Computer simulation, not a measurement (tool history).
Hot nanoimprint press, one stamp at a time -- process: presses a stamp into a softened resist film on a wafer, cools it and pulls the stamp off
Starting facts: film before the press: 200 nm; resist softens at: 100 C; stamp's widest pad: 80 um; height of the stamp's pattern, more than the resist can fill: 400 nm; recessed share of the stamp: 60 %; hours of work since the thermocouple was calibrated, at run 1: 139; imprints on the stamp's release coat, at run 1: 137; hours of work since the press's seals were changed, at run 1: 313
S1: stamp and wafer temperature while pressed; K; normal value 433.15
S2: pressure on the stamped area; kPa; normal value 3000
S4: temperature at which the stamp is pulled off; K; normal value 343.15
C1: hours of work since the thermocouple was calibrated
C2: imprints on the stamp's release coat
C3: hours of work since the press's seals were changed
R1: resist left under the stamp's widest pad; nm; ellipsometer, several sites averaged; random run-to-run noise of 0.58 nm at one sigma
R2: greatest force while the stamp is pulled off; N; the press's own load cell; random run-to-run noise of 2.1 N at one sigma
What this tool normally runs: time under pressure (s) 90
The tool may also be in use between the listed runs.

run 1 hour=0.0 | S1=433.15 S2=3000 time_under_pressure_(s)=90 S4=343.15 | C1=139 C2=137 C3=313 | R1=109.0 R2=102
run 2 hour=21.3 | S1=433.15 S2=3000 time_under_pressure_(s)=156 S4=343.15 | C1=156 C2=199 C3=330 | R1=89.1 R2=102
run 3 hour=36.0 | S1=433.15 S2=3000 time_under_pressure_(s)=156 S4=343.15 | C1=168 C2=242 C3=342 | R1=89.1 R2=105
run 4 hour=55.9 | S1=433.15 S2=3000 time_under_pressure_(s)=156 S4=343.15 | C1=184 C2=301 C3=357 | R1=88.9 R2=106
run 5 hour=75.3 | S1=433.15 S2=3000 time_under_pressure_(s)=156 S4=343.15 | C1=199 C2=357 C3=373 | R1=89.9 R2=110
run 6 hour=92.5 | S1=433.15 S2=3000 time_under_pressure_(s)=156 S4=343.15 | C1=213 C2=408 C3=387 | R1=89.1 R2=108
run 7 hour=111.3 | S1=433.15 S2=3000 time_under_pressure_(s)=156 S4=343.15 | C1=228 C2=463 C3=402 | R1=90.5 R2=111
run 8 hour=129.7 | S1=433.15 S2=3000 time_under_pressure_(s)=156 S4=343.15 | C1=242 C2=517 C3=416 | R1=90.4 R2=109
-- hour=133.8 plate thermocouple calibrated
run 9 hour=147.1 | S1=433.15 S2=3000 time_under_pressure_(s)=156 S4=343.15 | C1=11 C2=559 C3=428 | R1=91.1 R2=112
run 10 hour=166.0 | S1=424.15 S2=2690 time_under_pressure_(s)=103 S4=343.15 | C1=26 C2=614 C3=443 | R1=149.0 R2=118
run 11 hour=180.2 | S1=433.15 S2=1860 time_under_pressure_(s)=90 S4=350.15 | C1=37 C2=656 C3=454 | R1=132.0 R2=109
run 12 hour=193.0 | S1=433.15 S2=4110 time_under_pressure_(s)=90 S4=334.15 | C1=47 C2=693 C3=464 | R1=99.9 R2=125
run 13 hour=211.3 | S1=433.15 S2=4110 time_under_pressure_(s)=90 S4=334.15 | C1=62 C2=747 C3=479 | R1=99.2 R2=128

Run 14, settings as shown, results not yet in. Your forecast:
-- hour=237.3 stamp cleaned and given a new release coat
-- hour=241.7 plate thermocouple calibrated, once more
run 14 hour=242.5 | S1=433.15 S2=2390 time_under_pressure_(s)=75 S4=342.15 | C1=1 C2=6 C3=497 | R1=? R2=?

Run 14 yielded R1 123.0 nm, R2 101 N.
On a tool with no hidden condition, and with the same random variation, this run would have come out at R1 122.2 nm, R2 101 N.
